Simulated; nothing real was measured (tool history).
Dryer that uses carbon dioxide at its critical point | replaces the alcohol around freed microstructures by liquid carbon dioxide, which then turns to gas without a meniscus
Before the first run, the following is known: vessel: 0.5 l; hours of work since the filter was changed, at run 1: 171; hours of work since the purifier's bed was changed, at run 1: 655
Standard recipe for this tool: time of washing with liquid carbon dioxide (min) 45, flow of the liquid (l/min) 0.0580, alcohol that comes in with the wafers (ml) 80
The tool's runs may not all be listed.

run,hour,time of washing with liquid carbon dioxide (min),flow of the liquid (l/min),alcohol that comes in with the wafers (ml),hours of work since the filter was changed,hours of work since the purifier's bed was changed,alcohol left in the vessel before it's heated (ppm by volume)
1,0.0,45,0.0580,80,171,655,3383
2,20.2,45,0.0580,54,185,669,2303
3,36.8,45,0.0580,49,197,680,2198
4,66.2,45,0.0580,49,217,701,2135
5,95.2,42,0.0580,80,238,721,4672
6,119.8,45,0.0580,20,255,739,1013
7,141.2,45,0.0556,20,270,754,1181
8,159.2,45,0.0556,20,282,766,1184
9,178.6,45,0.0556,20,296,780,1251
10,201.3,45,0.0580,80,312,796,4159
11,230.1,45,0.0580,80,332,816,4239
12,253.4,45,0.0580,80,349,832,4377
# hour 270.3: inlet filter changed
13,271.8,45,0.0580,80,1,845,2586
14,295.4,45,0.0580,80,18,861,2593
15,308.2,45,0.0403,80,27,870,8926
16,336.8,45,0.0403,80,47,890,9289
17,363.0,48,0.0580,80,65,909,2205
18,384.1,45,0.0580,80,80,923,2800
19,407.6,45,0.0707,80,96,940,1331
20,433.6,45,0.0707,80,115,958,1356
21,459.9,45,0.0707,80,133,977,1385
22,475.7,45,0.0707,80,144,988,1440
23,496.7,45,0.0707,80,159,1002,1467
24,523.7,31,0.0707,80,178,1021,6140
25,540.9,28,0.0580,44,190,1033,7853
26,555.3,45,0.0839,80,200,1043,728
27,574.7,45,0.0839,80,214,1057,748
28,602.1,28,0.0647,80,233,1076,11801
29,624.3,28,0.0647,80,248,1092,11960
30,645.2,32,0.0657,80,263,1106,7880
31,663.5,32,0.0657,80,276,1119,8117
32,686.9,51,0.0814,80,292,1136,556
33,705.9,45,0.0580,75,306,1149,3772
34,727.7,32,0.0373,39,321,1164,14748
35,757.9,28,0.0580,80,342,1186,16571
36,773.8,28,0.0580,80,353,1197,17260
# hour 783.0: inlet filter changed
37,802.3,36,0.0435,60,14,1216,10243
38,829.1,35,0.0435,102,32,1235,18814
39,846.1,69,0.0435,102,44,1247,1982
40,866.2,69,0.0497,102,58,1261,1075
41,894.0,52,0.0884,54,78,1280,212
42,920.9,51,0.0580,104,97,1299,2403
43,946.9,51,0.0580,104,115,1317,2504
44,972.2,51,0.0580,104,133,1335,2591
45,996.0,45,0.0869,61,149,1352,504
# hour 1024.6: purifier's bed changed
46,1025.4,45,0.0391,25,168,1,3724
47,1050.5,45,0.0466,72,186,18,6505

Each row is a separate what-if for the run after 47, all from the same tool condition, not one after another. Results?
A,1073.2,72,0.0580,80,201,34,?
B,1073.2,36,0.0502,81,201,34,?
C,1073.2,70,0.0890,87,201,34,?
D,1073.2,30,0.0466,94,201,34,?

run,alcohol left in the vessel before it's heated (ppm by volume)
A,370
B,11471
C,26
D,24698
Take away the tool's hidden state, keep each run's random variation, and the runs would have read:
run,alcohol left in the vessel before it's heated (ppm by volume)
A,216
B,9053
C,11
D,20568
